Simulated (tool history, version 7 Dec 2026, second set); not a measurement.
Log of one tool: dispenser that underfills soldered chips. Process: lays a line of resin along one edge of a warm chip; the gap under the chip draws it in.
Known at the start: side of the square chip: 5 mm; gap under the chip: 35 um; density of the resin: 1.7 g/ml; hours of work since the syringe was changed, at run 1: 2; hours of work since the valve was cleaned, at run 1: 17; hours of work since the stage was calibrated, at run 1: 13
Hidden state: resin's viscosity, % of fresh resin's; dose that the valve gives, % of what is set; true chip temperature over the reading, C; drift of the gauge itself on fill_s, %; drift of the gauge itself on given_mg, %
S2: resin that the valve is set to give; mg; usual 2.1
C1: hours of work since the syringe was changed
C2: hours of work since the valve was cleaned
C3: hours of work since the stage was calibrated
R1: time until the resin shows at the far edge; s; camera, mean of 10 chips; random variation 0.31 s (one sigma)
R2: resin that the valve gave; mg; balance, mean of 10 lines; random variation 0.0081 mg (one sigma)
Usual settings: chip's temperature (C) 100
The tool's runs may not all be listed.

run 1 hour=0 | chip's_temperature_(C)=100 S2=2.1 | C1=2 C2=17 C3=13 | R1=21.4 R2=2.06
-- hour=4.2 new syringe of resin
run 2 hour=8 | chip's_temperature_(C)=100 S2=2.1 | C1=3 C2=22 C3=18 | R1=22.1 R2=2.06
-- hour=12 new syringe of resin
run 3 hour=14.5 | chip's_temperature_(C)=109 S2=2.1 | C1=2 C2=27 C3=23 | R1=15.6 R2=2.055
-- hour=19.3 new syringe of resin
run 4 hour=21.3 | chip's_temperature_(C)=100 S2=2.64 | C1=1 C2=32 C3=28 | R1=20.1 R2=2.579
-- hour=27 new syringe of resin
run 5 hour=28.7 | chip's_temperature_(C)=100 S2=2.1 | C1=1 C2=37 C3=33 | R1=19.9 R2=2.042
-- hour=34.5 new syringe of resin
run 6 hour=35.9 | chip's_temperature_(C)=100 S2=2.1 | C1=1 C2=42 C3=38 | R1=19.5 R2=2.042
-- hour=41.7 new syringe of resin
run 7 hour=41.7 | chip's_temperature_(C)=100 S2=2.1 | C1=0 C2=46 C3=42 | R1=19.2 R2=2.033
run 8 hour=44.9 | chip's_temperature_(C)=100 S2=2.1 | C1=2 C2=48 C3=45 | R1=21.2 R2=2.014
-- hour=49.4 new syringe of resin
run 9 hour=49.6 | chip's_temperature_(C)=100 S2=2.1 | C1=0 C2=52 C3=48 | R1=19.7 R2=2.02
run 10 hour=54.6 | chip's_temperature_(C)=100 S2=2.1 | C1=4 C2=55 C3=51 | R1=23.1 R2=2.015
-- hour=56.9 new syringe of resin
run 11 hour=61.5 | chip's_temperature_(C)=100 S2=2.1 | C1=3 C2=60 C3=56 | R1=22.1 R2=1.995
-- hour=64.5 new syringe of resin
run 12 hour=65.5 | chip's_temperature_(C)=107 S2=2.1 | C1=1 C2=63 C3=59 | R1=16.1 R2=2.008

Run 13 comes next. What will it give?
run 13 hour=70.1 | chip's_temperature_(C)=107 S2=2.1 | C1=4 C2=66 C3=62 | R1=? R2=?

Run 13 gave R1 18.5 s, R2 1.996 mg.
Without the tool's hidden state the same run would have given R1 15.1 s, R2 2.1 mg.
